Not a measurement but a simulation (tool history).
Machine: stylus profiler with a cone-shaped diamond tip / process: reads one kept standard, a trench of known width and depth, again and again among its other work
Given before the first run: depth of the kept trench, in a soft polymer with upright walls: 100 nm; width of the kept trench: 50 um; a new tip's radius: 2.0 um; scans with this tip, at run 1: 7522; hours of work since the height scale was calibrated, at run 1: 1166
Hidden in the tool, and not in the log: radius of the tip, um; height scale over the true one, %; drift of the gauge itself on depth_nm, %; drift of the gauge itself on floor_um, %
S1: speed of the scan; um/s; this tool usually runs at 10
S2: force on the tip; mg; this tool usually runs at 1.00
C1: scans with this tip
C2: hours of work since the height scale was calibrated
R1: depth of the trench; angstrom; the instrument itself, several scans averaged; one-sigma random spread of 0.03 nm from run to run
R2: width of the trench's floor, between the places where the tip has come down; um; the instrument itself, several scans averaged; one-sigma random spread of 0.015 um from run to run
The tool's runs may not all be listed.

{"run": 1, "hour": 0.0, "S1": 10, "S2": 1.0, "C1": 7522, "C2": 1166, "R1": 1008.3, "R2": 48.69}
{"hour": 28.3, "done": "height scale calibrated on a step standard"}
{"run": 2, "hour": 81.0, "S1": 10, "S2": 1.0, "C1": 7743, "C2": 22, "R1": 1007.8, "R2": 48.66}
{"run": 3, "hour": 189.8, "S1": 10, "S2": 1.0, "C1": 8042, "C2": 69, "R1": 1008.4, "R2": 48.66}
{"run": 4, "hour": 292.2, "S1": 10, "S2": 1.0, "C1": 8324, "C2": 112, "R1": 1008.4, "R2": 48.67}
{"run": 5, "hour": 399.7, "S1": 10, "S2": 1.0, "C1": 8619, "C2": 158, "R1": 1007.7, "R2": 48.69}
{"run": 6, "hour": 508.6, "S1": 10, "S2": 1.0, "C1": 8919, "C2": 205, "R1": 1007.9, "R2": 48.67}
{"run": 7, "hour": 567.4, "S1": 10, "S2": 1.62, "C1": 9080, "C2": 230, "R1": 1011.2, "R2": 48.68}
{"run": 8, "hour": 645.6, "S1": 10, "S2": 1.62, "C1": 9295, "C2": 263, "R1": 1010.8, "R2": 48.74}
{"run": 9, "hour": 694.6, "S1": 8, "S2": 1.0, "C1": 9430, "C2": 284, "R1": 1007.9, "R2": 48.7}
{"run": 10, "hour": 743.4, "S1": 8, "S2": 1.37, "C1": 9564, "C2": 305, "R1": 1009.9, "R2": 48.68}
{"run": 11, "hour": 825.9, "S1": 10, "S2": 0.63, "C1": 9791, "C2": 340, "R1": 1006.2, "R2": 48.65}
{"run": 12, "hour": 922.2, "S1": 26, "S2": 1.0, "C1": 10055, "C2": 381, "R1": 1008.2, "R2": 48.58}
{"run": 13, "hour": 1020.5, "S1": 26, "S2": 1.0, "C1": 10325, "C2": 423, "R1": 1007.9, "R2": 48.55}
{"run": 14, "hour": 1132.0, "S1": 32, "S2": 0.97, "C1": 10632, "C2": 470, "R1": 1008.0, "R2": 48.55}
{"run": 15, "hour": 1213.4, "S1": 3, "S2": 2.43, "C1": 10856, "C2": 505, "R1": 1014.4, "R2": 48.75}
{"run": 16, "hour": 1269.4, "S1": 3, "S2": 2.43, "C1": 11010, "C2": 529, "R1": 1014.1, "R2": 48.74}
{"run": 17, "hour": 1375.5, "S1": 3, "S2": 2.43, "C1": 11301, "C2": 574, "R1": 1015.0, "R2": 48.71}
{"run": 18, "hour": 1444.9, "S1": 9, "S2": 1.33, "C1": 11492, "C2": 604, "R1": 1010.0, "R2": 48.7}
{"run": 19, "hour": 1520.7, "S1": 4, "S2": 0.73, "C1": 11700, "C2": 636, "R1": 1006.9, "R2": 48.74}
{"run": 20, "hour": 1579.3, "S1": 2, "S2": 0.87, "C1": 11861, "C2": 661, "R1": 1007.1, "R2": 48.77}
{"run": 21, "hour": 1690.0, "S1": 2, "S2": 0.87, "C1": 12166, "C2": 708, "R1": 1007.6, "R2": 48.75}
{"run": 22, "hour": 1763.0, "S1": 2, "S2": 0.87, "C1": 12366, "C2": 739, "R1": 1007.6, "R2": 48.75}
{"run": 23, "hour": 1818.5, "S1": 10, "S2": 0.68, "C1": 12519, "C2": 763, "R1": 1006.5, "R2": 48.68}
{"run": 24, "hour": 1918.9, "S1": 10, "S2": 0.68, "C1": 12795, "C2": 805, "R1": 1006.3, "R2": 48.65}
{"run": 25, "hour": 1986.8, "S1": 15, "S2": 0.59, "C1": 12982, "C2": 834, "R1": 1005.1, "R2": 48.63}
{"run": 26, "hour": 2040.2, "S1": 10, "S2": 0.59, "C1": 13128, "C2": 857, "R1": 1005.6, "R2": 48.65}

Each row is a separate what-if for the run after 26, all from the same tool condition, not one after another. Results?
{"run": "A", "hour": 2128.6, "S1": 10, "S2": 1.12, "C1": 13371, "C2": 895, "R1": "?", "R2": "?"}
{"run": "B", "hour": 2128.6, "S1": 5, "S2": 0.7, "C1": 13371, "C2": 895, "R1": "?", "R2": "?"}
{"run": "C", "hour": 2128.6, "S1": 15, "S2": 0.4, "C1": 13371, "C2": 895, "R1": "?", "R2": "?"}

run=A R1=1008.6 R2=48.69
run=B R1=1006.7 R2=48.71
run=C R1=1004.7 R2=48.61
Had the tool no hidden state, the same runs would have come out as:
run=A R1=1008.6 R2=48.70
run=B R1=1006.7 R2=48.71
run=C R1=1004.7 R2=48.61

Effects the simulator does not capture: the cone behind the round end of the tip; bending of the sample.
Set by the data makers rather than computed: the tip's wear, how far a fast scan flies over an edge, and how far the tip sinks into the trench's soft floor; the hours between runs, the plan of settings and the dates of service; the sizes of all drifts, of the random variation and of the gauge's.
